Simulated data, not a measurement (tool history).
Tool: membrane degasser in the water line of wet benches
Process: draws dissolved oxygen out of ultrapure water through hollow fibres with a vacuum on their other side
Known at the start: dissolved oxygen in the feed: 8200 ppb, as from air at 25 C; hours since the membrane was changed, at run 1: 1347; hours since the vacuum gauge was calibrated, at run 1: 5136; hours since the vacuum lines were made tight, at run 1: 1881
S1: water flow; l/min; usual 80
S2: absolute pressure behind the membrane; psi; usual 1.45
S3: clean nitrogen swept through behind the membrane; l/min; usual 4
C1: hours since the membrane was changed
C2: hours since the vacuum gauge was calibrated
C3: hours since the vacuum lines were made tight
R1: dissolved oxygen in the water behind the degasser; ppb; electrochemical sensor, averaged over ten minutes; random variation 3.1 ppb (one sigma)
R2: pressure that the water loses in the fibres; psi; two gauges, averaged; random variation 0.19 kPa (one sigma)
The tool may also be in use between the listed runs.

| run | hour | S1 | S2 | S3 | C1 | C2 | C3 | R1 | R2 |
|---|---|---|---|---|---|---|---|---|---|
| 1 | 0 | 80 | 1.45 | 4 | 1347 | 5136 | 1881 | 299.8 | 5.626 |
| 2 | 88.5 | 80 | 1.45 | 4 | 1435 | 5224 | 1970 | 305.7 | 5.642 |
| 3 | 237.8 | 80 | 1.45 | 5.69 | 1585 | 5374 | 2119 | 228.1 | 5.648 |
|  | 360.7 | vacuum gauge calibrated |
| 4 | 419.2 | 80 | 1.45 | 5.69 | 1766 | 59 | 2300 | 228.4 | 5.652 |
| 5 | 503.6 | 80 | 1.45 | 5.69 | 1850 | 143 | 2384 | 226.9 | 5.645 |
| 6 | 628.6 | 80 | 1.45 | 5.69 | 1975 | 268 | 2509 | 227.9 | 5.67 |
| 7 | 722.5 | 80 | 1.45 | 5.69 | 2069 | 362 | 2603 | 224.8 | 5.638 |
| 8 | 893.1 | 92 | 1.45 | 4 | 2239 | 532 | 2774 | 351.4 | 6.457 |
| 9 | 984.7 | 92 | 0.96 | 4 | 2331 | 624 | 2865 | 184.3 | 6.459 |
| 10 | 1163 | 62 | 1.45 | 4 | 2509 | 802 | 3044 | 238.6 | 4.344 |
| 11 | 1283.1 | 62 | 1.45 | 4 | 2629 | 922 | 3164 | 238.5 | 4.392 |
| 12 | 1483.3 | 62 | 1.45 | 4 | 2830 | 1123 | 3364 | 237.1 | 4.306 |
| 13 | 1568.8 | 62 | 1.45 | 4 | 2915 | 1208 | 3450 | 236.9 | 4.348 |
| 14 | 1733.9 | 55 | 1.02 | 2.86 | 3080 | 1373 | 3615 | 161.3 | 3.887 |
| 15 | 1918.1 | 93 | 1.45 | 6.47 | 3264 | 1557 | 3799 | 240.8 | 6.54 |
| 16 | 2013.5 | 121 | 2.25 | 11.73 | 3360 | 1653 | 3894 | 342.2 | 8.499 |

Forecast run 17:
| 17 | 2120.5 | 59 | 1.45 | 6.9 | 3467 | 1760 | 4001 | ? | ? |

Run 17 gave R1 135.8 ppb, R2 4.121 psi.
Without the tool's hidden state the same run would have given R1 135.7 ppb, R2 4.119 psi.

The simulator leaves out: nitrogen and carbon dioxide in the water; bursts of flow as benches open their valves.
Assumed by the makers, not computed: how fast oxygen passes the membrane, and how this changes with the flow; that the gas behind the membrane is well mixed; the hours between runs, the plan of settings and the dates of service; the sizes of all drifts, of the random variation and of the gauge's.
